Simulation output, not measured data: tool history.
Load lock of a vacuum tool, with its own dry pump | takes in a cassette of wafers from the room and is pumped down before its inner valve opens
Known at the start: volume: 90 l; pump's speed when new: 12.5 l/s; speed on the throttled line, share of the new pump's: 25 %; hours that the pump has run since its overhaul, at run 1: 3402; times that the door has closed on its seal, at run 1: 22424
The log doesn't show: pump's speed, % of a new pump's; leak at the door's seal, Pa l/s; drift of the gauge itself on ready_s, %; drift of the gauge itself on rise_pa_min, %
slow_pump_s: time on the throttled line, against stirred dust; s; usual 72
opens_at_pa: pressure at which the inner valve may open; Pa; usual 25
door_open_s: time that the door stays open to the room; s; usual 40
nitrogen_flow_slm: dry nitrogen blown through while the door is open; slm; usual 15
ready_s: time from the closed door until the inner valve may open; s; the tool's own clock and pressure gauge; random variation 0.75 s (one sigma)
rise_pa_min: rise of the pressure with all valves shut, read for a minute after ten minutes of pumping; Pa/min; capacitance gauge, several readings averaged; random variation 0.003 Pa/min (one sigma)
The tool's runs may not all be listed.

| run | hour | slow_pump_s | opens_at_pa | door_open_s | nitrogen_flow_slm | hours that the pump has run since its overhaul | times that the door has closed on its seal | incoming humidity of the room's air, % | ready_s | rise_pa_min |
|---|---|---|---|---|---|---|---|---|---|---|
| 1 | 0 | 72 | 25 | 40 | 15 | 3402 | 22424 | 44.6 | 117 | 0.587 |
| 2 | 242.3 | 46 | 25 | 40 | 15 | 3644 | 22684 | 44.9 | 100.6 | 0.597 |
| 3 | 516.3 | 46 | 25 | 40 | 15 | 3918 | 22979 | 40.3 | 99.9 | 0.614 |
| 4 | 923.8 | 96 | 25 | 40 | 15 | 4325 | 23417 | 48 | 137.1 | 0.631 |
| 5 | 1313.3 | 96 | 25 | 40 | 15 | 4715 | 23835 | 45 | 136.6 | 0.65 |
| 6 | 1564.1 | 57 | 25 | 40 | 15 | 4966 | 24104 | 47.5 | 108.4 | 0.656 |
| 7 | 1741.4 | 57 | 25 | 40 | 15 | 5143 | 24295 | 46.6 | 109.2 | 0.651 |
| 8 | 2074.9 | 72 | 25 | 40 | 15 | 5477 | 24653 | 46.7 | 120 | 0.691 |
| 9 | 2305.1 | 72 | 25 | 40 | 15 | 5707 | 24900 | 44.4 | 119.9 | 0.683 |
| 10 | 2613.5 | 72 | 25 | 40 | 15 | 6015 | 25232 | 45.8 | 120 | 0.706 |
|  | 2978.1 | door's seal changed, seat wiped |
| 11 | 3007 | 72 | 25 | 40 | 15 | 6407 | 31 | 46.9 | 122.5 | 0.026 |
| 12 | 3370.8 | 72 | 34 | 40 | 15 | 6771 | 421 | 46.1 | 118.5 | 0.03 |
| 13 | 3560.3 | 72 | 34 | 40 | 15 | 6960 | 625 | 41.6 | 118.8 | 0.032 |
| 14 | 3943.7 | 49 | 25 | 40 | 15 | 7344 | 1037 | 42.6 | 106.6 | 0.032 |
| 15 | 4161.6 | 72 | 25 | 40 | 44 | 7562 | 1271 | 44.2 | 122.2 | 0.032 |
| 16 | 4505.8 | 72 | 25 | 99 | 44 | 7906 | 1641 | 47.4 | 124.1 | 0.04 |
| 17 | 4753.4 | 72 | 25 | 99 | 44 | 8154 | 1907 | 41.5 | 124 | 0.039 |
| 18 | 5016.8 | 72 | 25 | 99 | 44 | 8417 | 2190 | 45.7 | 125.1 | 0.041 |
| 19 | 5211.6 | 46 | 25 | 37 | 15 | 8612 | 2399 | 45 | 107.9 | 0.047 |
| 20 | 5430.2 | 46 | 25 | 37 | 15 | 8830 | 2634 | 46.8 | 107.6 | 0.056 |
| 21 | 5686.8 | 136 | 33 | 37 | 15 | 9087 | 2909 | 45.6 | 166.4 | 0.06 |
| 22 | 5961.6 | 136 | 33 | 37 | 15 | 9362 | 3204 | 42.8 | 165.7 | 0.062 |
| 23 | 6322.9 | 37 | 33 | 60 | 21 | 9723 | 3593 | 46.5 | 100.1 | 0.064 |
| 24 | 6578 | 72 | 25 | 54 | 7 | 9978 | 3867 | 44.4 | 127.7 | 0.087 |
| 25 | 6815.6 | 72 | 25 | 54 | 7 | 10216 | 4122 | 45.6 | 126.9 | 0.088 |
| 26 | 7036.9 | 72 | 25 | 54 | 7 | 10437 | 4359 | 45.7 | 126.5 | 0.091 |
| 27 | 7410.9 | 72 | 25 | 54 | 7 | 10811 | 4761 | 42.5 | 126.7 | 0.093 |
| 28 | 7783.4 | 72 | 31 | 40 | 35 | 11184 | 5161 | 49 | 125.9 | 0.084 |
|  | 7890.8 | dry pump taken out, an overhauled one fitted |
| 29 | 8150.9 | 71 | 29 | 25 | 15 | 260 | 5550 | 48.5 | 110.9 | 0.096 |
| 30 | 8351.2 | 49 | 34 | 212 | 7 | 460 | 5765 | 50.1 | 95.5 | 0.14 |
| 31 | 8540.1 | 87 | 27 | 212 | 7 | 649 | 5968 | 42.1 | 124.9 | 0.128 |
| 32 | 8814.6 | 87 | 27 | 212 | 7 | 924 | 6263 | 43.5 | 124.9 | 0.141 |
| 33 | 9147.5 | 60 | 25 | 58 | 15 | 1257 | 6620 | 45.5 | 105.7 | 0.119 |
| 34 | 9541.7 | 72 | 23 | 40 | 22 | 1651 | 7044 | 46.3 | 116.7 | 0.121 |
| 35 | 9842.2 | 100 | 27 | 40 | 7 | 1951 | 7366 | 42.6 | 136.8 | 0.131 |
| 36 | 10198.7 | 100 | 27 | 40 | 7 | 2308 | 7749 | 48.5 | 137.2 | 0.153 |

Some steps in ready_s between neighbouring runs. How much of each would the tool show without its hidden state too (settings, what came in, random variation), and how much is left for the hidden state, with any gauge scatter that isn't in both results?
Run 3 -> 4: slow_pump_s 46 -> 96. ready_s +37.2 s: hidden state -0.6, all else +37.8.
Run 20 -> 21: slow_pump_s 46 -> 136, opens_at_pa 25 -> 33. ready_s +58.8 s: hidden state -6, all else +64.8.
Run 22 -> 23: slow_pump_s 136 -> 37, door_open_s 37 -> 60, nitrogen_flow_slm 15 -> 21. ready_s -65.6 s: hidden state +7.7, all else -73.3.
Run 28 -> 29: slow_pump_s 72 -> 71, opens_at_pa 31 -> 29, door_open_s 40 -> 25, nitrogen_flow_slm 35 -> 15, dry pump taken out, an overhauled one fitted. ready_s -15 s: hidden state -14, all else -1.

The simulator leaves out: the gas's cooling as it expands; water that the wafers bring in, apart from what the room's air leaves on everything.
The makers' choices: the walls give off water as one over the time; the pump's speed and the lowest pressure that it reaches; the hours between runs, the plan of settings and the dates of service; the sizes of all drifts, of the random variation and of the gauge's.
